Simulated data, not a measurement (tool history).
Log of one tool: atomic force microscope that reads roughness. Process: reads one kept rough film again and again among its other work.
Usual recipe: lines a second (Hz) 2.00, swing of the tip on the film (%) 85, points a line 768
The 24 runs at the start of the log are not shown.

run	hour	lines a second (Hz)	swing of the tip on the film (%)	points a line	roughness of the kept film (nm (root mean square))
25	889.2	0.80	85	402	3.395
26	917.3	0.80	85	402	3.187
27	971.8	2.00	57	768	2.935
28	996.1	2.00	85	990	2.357
# hour 1021.8: new tip fitted
29	1036.9	3.07	58	628	3.576
30	1075.8	2.00	83	768	2.868
31	1108.2	2.00	83	734	2.655
32	1153.1	2.00	83	734	2.413
# hour 1182.8: new tip fitted
33	1186.4	0.62	85	366	3.649
34	1209.6	2.55	73	735	3.165
35	1263.5	2.55	73	735	2.781

Run 36, settings as shown, results not yet in. Your forecast:
36	1310.6	2.00	85	675	?

{"run 36": {"roughness of the kept film (nm (root mean square))": 2.391}}
With the hidden condition absent and the run-to-run variation left alone, this run would have shown roughness of the kept film (nm (root mean square)) 3.294.
